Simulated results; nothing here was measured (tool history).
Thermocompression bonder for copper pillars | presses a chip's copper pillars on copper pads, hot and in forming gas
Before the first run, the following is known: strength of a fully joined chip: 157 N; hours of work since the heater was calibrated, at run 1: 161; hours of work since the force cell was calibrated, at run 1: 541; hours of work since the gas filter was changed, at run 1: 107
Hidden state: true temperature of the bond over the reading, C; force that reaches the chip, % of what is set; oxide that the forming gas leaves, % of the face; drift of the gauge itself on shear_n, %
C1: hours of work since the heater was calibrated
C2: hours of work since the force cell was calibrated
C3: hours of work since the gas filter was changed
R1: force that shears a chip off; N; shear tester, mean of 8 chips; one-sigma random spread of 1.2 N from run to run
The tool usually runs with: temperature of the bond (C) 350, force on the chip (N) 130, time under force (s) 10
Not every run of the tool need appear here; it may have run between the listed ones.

run 1 hour=0 | temperature_of_the_bond_(C)=350 force_on_the_chip_(N)=130 time_under_force_(s)=10 | C1=161 C2=541 C3=107 | R1=102
-- hour=3.3 forming gas filter changed
run 2 hour=32.4 | temperature_of_the_bond_(C)=350 force_on_the_chip_(N)=130 time_under_force_(s)=10 | C1=184 C2=564 C3=21 | R1=108
run 3 hour=99.5 | temperature_of_the_bond_(C)=350 force_on_the_chip_(N)=130 time_under_force_(s)=10 | C1=232 C2=612 C3=69 | R1=104.8
run 4 hour=142.2 | temperature_of_the_bond_(C)=350 force_on_the_chip_(N)=130 time_under_force_(s)=7 | C1=263 C2=643 C3=100 | R1=92.7
-- hour=146.9 force cell calibrated
-- hour=156.2 forming gas filter changed
run 5 hour=190.5 | temperature_of_the_bond_(C)=350 force_on_the_chip_(N)=130 time_under_force_(s)=7 | C1=297 C2=31 C3=25 | R1=98.7
run 6 hour=258 | temperature_of_the_bond_(C)=350 force_on_the_chip_(N)=130 time_under_force_(s)=10 | C1=345 C2=80 C3=73 | R1=106.8
-- hour=312 forming gas filter changed
run 7 hour=323.3 | temperature_of_the_bond_(C)=350 force_on_the_chip_(N)=130 time_under_force_(s)=12 | C1=392 C2=126 C3=8 | R1=116.4
run 8 hour=385.9 | temperature_of_the_bond_(C)=362 force_on_the_chip_(N)=178 time_under_force_(s)=12 | C1=437 C2=171 C3=53 | R1=132.7
run 9 hour=445.7 | temperature_of_the_bond_(C)=362 force_on_the_chip_(N)=128 time_under_force_(s)=12 | C1=480 C2=214 C3=96 | R1=113.4
-- hour=465.9 forming gas filter changed
run 10 hour=513.7 | temperature_of_the_bond_(C)=359 force_on_the_chip_(N)=168 time_under_force_(s)=16 | C1=528 C2=263 C3=34 | R1=137.7
-- hour=525.7 force cell calibrated, once more
run 11 hour=561.3 | temperature_of_the_bond_(C)=359 force_on_the_chip_(N)=168 time_under_force_(s)=24 | C1=562 C2=26 C3=68 | R1=135.6
-- hour=619.3 forming gas filter changed
run 12 hour=624.7 | temperature_of_the_bond_(C)=350 force_on_the_chip_(N)=172 time_under_force_(s)=12 | C1=607 C2=71 C3=4 | R1=126.1
run 13 hour=658 | temperature_of_the_bond_(C)=331 force_on_the_chip_(N)=130 time_under_force_(s)=9 | C1=631 C2=95 C3=28 | R1=87.1

A few steps of R1 between consecutive runs. Split each: what settings, incoming material and random variation would produce without the hidden state, and what is left over for the hidden state, along with gauge scatter present in only one of the two compared results (measured, and without hidden state):
Run 4 -> 5: force cell calibrated, forming gas filter changed. R1 +6 N: hidden state +6.8, all else -0.8.
Run 12 -> 13: temperature of the bond (C) 350 -> 331, force on the chip (N) 172 -> 130, time under force (s) 12 -> 9. R1 -39 N: hidden state -1.7, all else -37.3.
